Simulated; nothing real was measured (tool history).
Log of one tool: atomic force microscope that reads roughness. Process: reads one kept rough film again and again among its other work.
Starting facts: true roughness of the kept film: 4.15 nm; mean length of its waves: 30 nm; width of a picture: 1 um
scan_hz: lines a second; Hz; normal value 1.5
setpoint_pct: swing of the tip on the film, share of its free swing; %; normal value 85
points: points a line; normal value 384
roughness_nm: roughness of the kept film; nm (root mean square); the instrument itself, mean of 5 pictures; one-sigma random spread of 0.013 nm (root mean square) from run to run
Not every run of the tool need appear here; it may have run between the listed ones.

run 1 day=0 | scan_hz=1.5 setpoint_pct=85 points=384 | roughness_nm=3.017
run 2 day=1.308 | scan_hz=1.5 setpoint_pct=85 points=384 | roughness_nm=2.851
-- day=2.304 new tip fitted
run 3 day=2.704 | scan_hz=1.5 setpoint_pct=85 points=384 | roughness_nm=3.117
run 4 day=3.342 | scan_hz=1.5 setpoint_pct=85 points=384 | roughness_nm=2.971
run 5 day=4.367 | scan_hz=1.5 setpoint_pct=85 points=384 | roughness_nm=2.87
run 6 day=5.608 | scan_hz=1.5 setpoint_pct=85 points=384 | roughness_nm=2.723
-- day=5.8 new tip fitted
run 7 day=6.542 | scan_hz=1.5 setpoint_pct=85 points=384 | roughness_nm=3.067
run 8 day=7.671 | scan_hz=1.5 setpoint_pct=85 points=384 | roughness_nm=2.924
run 9 day=8.975 | scan_hz=1.5 setpoint_pct=85 points=384 | roughness_nm=2.778
-- day=9.288 new tip fitted
run 10 day=10.404 | scan_hz=1.5 setpoint_pct=85 points=384 | roughness_nm=2.985
run 11 day=11.596 | scan_hz=1.5 setpoint_pct=85 points=384 | roughness_nm=2.825
run 12 day=12.325 | scan_hz=1.5 setpoint_pct=70 points=384 | roughness_nm=2.947
-- day=12.804 new tip fitted
run 13 day=12.938 | scan_hz=1.5 setpoint_pct=70 points=384 | roughness_nm=3.346
run 14 day=14.288 | scan_hz=1.5 setpoint_pct=70 points=384 | roughness_nm=3.16
run 15 day=15.633 | scan_hz=1.5 setpoint_pct=57 points=384 | roughness_nm=3.088
-- day=16.304 new tip fitted
run 16 day=16.879 | scan_hz=1.5 setpoint_pct=85 points=348 | roughness_nm=3.051
run 17 day=18.108 | scan_hz=1.5 setpoint_pct=85 points=348 | roughness_nm=2.911
run 18 day=19.329 | scan_hz=1.5 setpoint_pct=85 points=831 | roughness_nm=2.758
-- day=19.742 new tip fitted
run 19 day=19.954 | scan_hz=1.33 setpoint_pct=85 points=384 | roughness_nm=3.128
run 20 day=20.796 | scan_hz=1.5 setpoint_pct=85 points=384 | roughness_nm=2.991
run 21 day=21.479 | scan_hz=1.5 setpoint_pct=85 points=384 | roughness_nm=2.925
run 22 day=22.496 | scan_hz=1.5 setpoint_pct=85 points=384 | roughness_nm=2.784
-- day=23.221 new tip fitted
run 23 day=23.525 | scan_hz=1.5 setpoint_pct=85 points=384 | roughness_nm=3.103
run 24 day=24.162 | scan_hz=1.5 setpoint_pct=85 points=384 | roughness_nm=3.006
run 25 day=25.367 | scan_hz=1.5 setpoint_pct=85 points=384 | roughness_nm=2.862
run 26 day=26.383 | scan_hz=1.5 setpoint_pct=85 points=384 | roughness_nm=2.756
-- day=26.654 new tip fitted
run 27 day=27.467 | scan_hz=2.21 setpoint_pct=85 points=724 | roughness_nm=2.871
run 28 day=28.775 | scan_hz=0.81 setpoint_pct=58 points=806 | roughness_nm=3.267
run 29 day=29.662 | scan_hz=1.74 setpoint_pct=85 points=268 | roughness_nm=2.693
-- day=30.212 new tip fitted
run 30 day=30.896 | scan_hz=1.19 setpoint_pct=77 points=462 | roughness_nm=3.239
run 31 day=31.904 | scan_hz=3.95 setpoint_pct=59 points=310 | roughness_nm=3.069
run 32 day=32.867 | scan_hz=3.95 setpoint_pct=59 points=310 | roughness_nm=2.95
-- day=33.704 new tip fitted
run 33 day=33.946 | scan_hz=3.95 setpoint_pct=69 points=997 | roughness_nm=3.094
run 34 day=35.279 | scan_hz=3.95 setpoint_pct=69 points=997 | roughness_nm=2.894
run 35 day=36.675 | scan_hz=0.91 setpoint_pct=90 points=309 | roughness_nm=2.837
-- day=37.146 new tip fitted
run 36 day=37.758 | scan_hz=1.22 setpoint_pct=90 points=552 | roughness_nm=3.028
run 37 day=38.438 | scan_hz=1.22 setpoint_pct=90 points=552 | roughness_nm=2.946
run 38 day=39.838 | scan_hz=1.22 setpoint_pct=90 points=552 | roughness_nm=2.783
-- day=40.658 new tip fitted
run 39 day=40.746 | scan_hz=0.86 setpoint_pct=72 points=727 | roughness_nm=3.422
run 40 day=41.738 | scan_hz=3.41 setpoint_pct=73 points=712 | roughness_nm=2.916
run 41 day=42.838 | scan_hz=3.41 setpoint_pct=73 points=712 | roughness_nm=2.776
run 42 day=43.979 | scan_hz=3.41 setpoint_pct=73 points=712 | roughness_nm=2.64
-- day=44.192 new tip fitted
run 43 day=44.925 | scan_hz=0.63 setpoint_pct=73 points=328 | roughness_nm=3.335
run 44 day=45.758 | scan_hz=1.6 setpoint_pct=85 points=384 | roughness_nm=2.905
run 45 day=46.933 | scan_hz=1.5 setpoint_pct=85 points=317 | roughness_nm=2.782
-- day=47.683 new tip fitted
run 46 day=48.317 | scan_hz=1.81 setpoint_pct=69 points=368 | roughness_nm=3.25
run 47 day=49.238 | scan_hz=0.62 setpoint_pct=67 points=714 | roughness_nm=3.282
run 48 day=50.158 | scan_hz=0.62 setpoint_pct=68 points=714 | roughness_nm=3.169
-- day=51.142 new tip fitted
run 49 day=51.142 | scan_hz=1.5 setpoint_pct=85 points=802 | roughness_nm=3.126
run 50 day=52.196 | scan_hz=1.3 setpoint_pct=85 points=384 | roughness_nm=3.047
run 51 day=53.138 | scan_hz=2.48 setpoint_pct=73 points=876 | roughness_nm=2.928
run 52 day=54.221 | scan_hz=3.65 setpoint_pct=57 points=983 | roughness_nm=2.95

3 options for the next run, each taken on its own from the tool as it stands now. Forecast them:
-- day=54.658 new tip fitted
run A day=55.504 | scan_hz=3.65 setpoint_pct=57 points=706 | roughness_nm=?
-- day=54.658 new tip fitted
run B day=55.504 | scan_hz=3.65 setpoint_pct=78 points=983 | roughness_nm=?
-- day=54.658 new tip fitted
run C day=55.504 | scan_hz=2.69 setpoint_pct=78 points=368 | roughness_nm=?

run=A roughness_nm=3.219
run=B roughness_nm=2.749
run=C roughness_nm=2.879
With the hidden condition removed and each run's random variation left untouched, the same runs would have given:
run=A roughness_nm=3.438
run=B roughness_nm=2.936
run=C roughness_nm=3.076
